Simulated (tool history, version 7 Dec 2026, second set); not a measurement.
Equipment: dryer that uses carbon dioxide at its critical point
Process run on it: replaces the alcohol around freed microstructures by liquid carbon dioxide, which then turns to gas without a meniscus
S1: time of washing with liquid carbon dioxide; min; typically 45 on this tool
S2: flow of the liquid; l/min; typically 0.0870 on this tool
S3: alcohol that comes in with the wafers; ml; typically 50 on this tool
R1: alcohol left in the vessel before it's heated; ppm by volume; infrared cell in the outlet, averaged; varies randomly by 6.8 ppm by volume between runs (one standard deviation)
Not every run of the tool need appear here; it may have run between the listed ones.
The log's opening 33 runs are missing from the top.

| run | hour | S1 | S2 | S3 | R1 |
|---|---|---|---|---|---|
| 34 | 947.7 | 56 | 0.0870 | 50 | 229 |
| 35 | 986.1 | 56 | 0.0798 | 62 | 402 |
| 36 | 1003.1 | 42 | 0.0849 | 62 | 1173 |
| 37 | 1025.7 | 37 | 0.0870 | 32 | 1009 |
| 38 | 1056.7 | 56 | 0.0870 | 50 | 270 |
| 39 | 1086.3 | 32 | 0.0870 | 50 | 2796 |
| 40 | 1114.1 | 32 | 0.0870 | 50 | 2811 |
| 41 | 1134.4 | 53 | 0.1005 | 32 | 174 |
| 42 | 1153.5 | 50 | 0.1382 | 41 | 122 |
| 43 | 1174.1 | 41 | 0.0948 | 34 | 594 |
|  | 1189.3 | inlet filter changed |
| 44 | 1206.7 | 41 | 0.0948 | 34 | 323 |
| 45 | 1237.5 | 32 | 0.0948 | 34 | 916 |
| 46 | 1264.6 | 32 | 0.0948 | 34 | 954 |
| 47 | 1283.2 | 33 | 0.1276 | 50 | 331 |

What if the next run were any one of these 4? Each begins from the tool's condition after run 47:
| A | 1310.7 | 43 | 0.0844 | 28 | ? |
| B | 1310.7 | 39 | 0.1400 | 28 | ? |
| C | 1310.7 | 45 | 0.0870 | 42 | ? |
| D | 1310.7 | 49 | 0.0870 | 52 | ? |

| run | R1 |
|---|---|
| A | 441 |
| B | 142 |
| C | 428 |
| D | 351 |
With the hidden condition removed and each run's random variation left untouched, the same runs would have given:
| run | R1 |
|---|---|
| A | 270 |
| B | 20 |
| C | 259 |
| D | 192 |
